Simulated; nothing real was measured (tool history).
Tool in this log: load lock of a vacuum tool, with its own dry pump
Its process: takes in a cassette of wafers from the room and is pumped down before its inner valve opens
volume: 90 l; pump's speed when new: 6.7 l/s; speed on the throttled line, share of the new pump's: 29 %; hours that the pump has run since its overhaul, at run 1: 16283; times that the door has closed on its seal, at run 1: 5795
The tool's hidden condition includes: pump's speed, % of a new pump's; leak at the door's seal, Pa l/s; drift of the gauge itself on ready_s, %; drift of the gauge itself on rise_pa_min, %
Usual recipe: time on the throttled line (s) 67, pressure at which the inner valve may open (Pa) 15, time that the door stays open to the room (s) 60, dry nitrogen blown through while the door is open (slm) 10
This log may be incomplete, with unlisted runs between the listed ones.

| run | hour | time on the throttled line (s) | pressure at which the inner valve may open (Pa) | time that the door stays open to the room (s) | dry nitrogen blown through while the door is open (slm) | hours that the pump has run since its overhaul | times that the door has closed on its seal | incoming humidity of the room's air, % | time from the closed door until the inner valve may open (s) | rise of the pressure with all valves shut (Pa/min) |
|---|---|---|---|---|---|---|---|---|---|---|
| 1 | 0 | 67 | 15 | 60 | 10 | 16283 | 5795 | 47.5 | 169.7 | 0.035 |
| 2 | 150.5 | 67 | 15 | 60 | 10 | 16433 | 5962 | 45.8 | 167.4 | 0.024 |
| 3 | 403.9 | 67 | 15 | 60 | 10 | 16686 | 6243 | 45.6 | 168.7 | 0.034 |
| 4 | 594.5 | 67 | 11 | 60 | 10 | 16877 | 6455 | 47 | 172.2 | 0.035 |
| 5 | 825.2 | 67 | 11 | 60 | 8 | 17108 | 6710 | 44.9 | 171.7 | 0.029 |
| 6 | 953.7 | 67 | 11 | 60 | 8 | 17236 | 6853 | 47.6 | 172.3 | 0.034 |
| 7 | 1220.1 | 67 | 11 | 60 | 8 | 17503 | 7149 | 40.8 | 173.2 | 0.032 |
| 8 | 1404.4 | 67 | 11 | 60 | 8 | 17687 | 7353 | 45.7 | 171.5 | 0.035 |
| 9 | 1583.2 | 67 | 11 | 60 | 8 | 17866 | 7551 | 44.5 | 170.6 | 0.033 |
| 10 | 1723.5 | 67 | 11 | 28 | 8 | 18006 | 7707 | 43.6 | 171.9 | 0.019 |
| 11 | 1886.2 | 67 | 11 | 28 | 8 | 18169 | 7887 | 47.3 | 172.2 | 0.023 |
| 12 | 2100.7 | 67 | 11 | 28 | 8 | 18383 | 8125 | 43.1 | 173.1 | 0.02 |
| 13 | 2337.9 | 75 | 15 | 214 | 10 | 18620 | 8389 | 43.4 | 172.1 | 0.069 |
| 14 | 2484.2 | 39 | 15 | 60 | 22 | 18767 | 8551 | 41.7 | 147.8 | 0.022 |
| 15 | 2738.2 | 39 | 15 | 60 | 22 | 19021 | 8833 | 45.3 | 148.4 | 0.017 |
| 16 | 2972.9 | 38 | 15 | 60 | 22 | 19255 | 9093 | 46.9 | 146.7 | 0.018 |
| 17 | 3094 | 38 | 11 | 99 | 10 | 19377 | 9227 | 46.1 | 149.6 | 0.039 |
| 18 | 3333.6 | 38 | 11 | 99 | 10 | 19616 | 9493 | 45.1 | 150.4 | 0.041 |
|  | 3452.7 | dry pump taken out, an overhauled one fitted |
| 19 | 3593.1 | 133 | 16 | 53 | 17 | 140 | 9774 | 44 | 215.8 | 0.018 |
| 20 | 3798.4 | 63 | 15 | 26 | 8 | 346 | 10002 | 43.7 | 164.9 | 0.016 |
| 21 | 4001.4 | 104 | 15 | 26 | 7 | 549 | 10227 | 42.1 | 192.6 | 0.019 |
| 22 | 4159.7 | 58 | 17 | 32 | 21 | 707 | 10403 | 46.1 | 159.1 | 0.012 |
| 23 | 4313.9 | 67 | 13 | 60 | 30 | 861 | 10574 | 48.8 | 170 | 0.016 |

What if the next run were any one of these 4? Each begins from the tool's condition after run 23:
| A | 4499.9 | 105 | 27 | 60 | 10 | 1047 | 10780 | 43.8 | ? | ? |
| B | 4499.9 | 67 | 11 | 61 | 25 | 1047 | 10780 | 43.3 | ? | ? |
| C | 4499.9 | 67 | 18 | 60 | 8 | 1047 | 10780 | 47.6 | ? | ? |
| D | 4499.9 | 67 | 15 | 60 | 41 | 1047 | 10780 | 44.2 | ? | ? |

| run | time from the closed door until the inner valve may open (s) | rise of the pressure with all valves shut (Pa/min) |
|---|---|---|
| A | 186.1 | 0.033 |
| B | 171.6 | 0.02 |
| C | 166.8 | 0.038 |
| D | 167.4 | 0.008 |
With no hidden state in the tool, these same runs would have given:
| run | time from the closed door until the inner valve may open (s) | rise of the pressure with all valves shut (Pa/min) |
|---|---|---|
| A | 186 | 0.033 |
| B | 171.5 | 0.02 |
| C | 166.8 | 0.038 |
| D | 167.4 | 0.008 |

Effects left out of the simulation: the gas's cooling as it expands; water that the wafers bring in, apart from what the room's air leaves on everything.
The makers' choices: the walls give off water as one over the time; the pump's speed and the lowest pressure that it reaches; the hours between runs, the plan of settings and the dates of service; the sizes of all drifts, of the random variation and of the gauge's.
